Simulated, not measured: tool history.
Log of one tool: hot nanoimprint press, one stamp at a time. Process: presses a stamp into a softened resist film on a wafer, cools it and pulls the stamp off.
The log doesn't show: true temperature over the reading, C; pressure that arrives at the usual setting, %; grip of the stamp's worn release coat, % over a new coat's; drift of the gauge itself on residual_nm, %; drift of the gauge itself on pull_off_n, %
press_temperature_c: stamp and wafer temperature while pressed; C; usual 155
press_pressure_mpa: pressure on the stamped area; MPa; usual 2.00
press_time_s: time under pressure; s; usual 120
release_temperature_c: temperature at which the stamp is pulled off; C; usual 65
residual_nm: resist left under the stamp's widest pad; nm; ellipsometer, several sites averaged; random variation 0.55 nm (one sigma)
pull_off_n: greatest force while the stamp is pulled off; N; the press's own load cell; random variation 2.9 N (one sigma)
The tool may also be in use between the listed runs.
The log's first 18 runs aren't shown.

run,hour,press_temperature_c,press_pressure_mpa,press_time_s,release_temperature_c,hours of work since the thermocouple was calibrated,imprints on the stamp's release coat,hours of work since the press's seals were changed,residual_nm,pull_off_n
# hour 584.1: plate thermocouple calibrated
19,604.1,155,2.00,114,65,12,1369,415,121.6,166
20,642.9,155,2.00,120,56,36,1509,439,119.0,177
21,685.4,147,2.00,120,65,62,1663,465,156.5,174
22,705.4,155,2.00,120,72,75,1736,477,118.1,165
23,750.7,155,1.75,122,65,103,1900,505,126.1,179
24,772.5,155,1.93,116,68,116,1979,518,121.2,178
25,806.9,155,3.16,120,53,137,2103,539,91.6,195
26,835.7,149,3.02,86,52,155,2208,557,131.4,195
27,863.3,143,2.00,205,65,172,2308,574,152.3,187
28,895.8,155,2.00,231,65,192,2425,594,93.5,186
# hour 921.0: stamp cleaned and given a new release coat
29,948.5,146,2.00,120,55,221,100,623,158.3,145
30,978.6,146,2.00,224,54,239,209,641,131.4,151

3 ways to go on from here, each from the tool as it stands after run 30. What would each give?
A,1011.2,146,1.34,142,56,259,327,661,?,?
B,1011.2,146,2.00,224,54,259,327,661,?,?
C,1011.2,146,2.03,85,60,259,327,661,?,?

run,residual_nm,pull_off_n
A,177.0,144
B,131.7,159
C,171.1,142
Without the tool's hidden state the same runs would have given:
run,residual_nm,pull_off_n
A,181.0,138
B,134.7,152
C,174.0,136
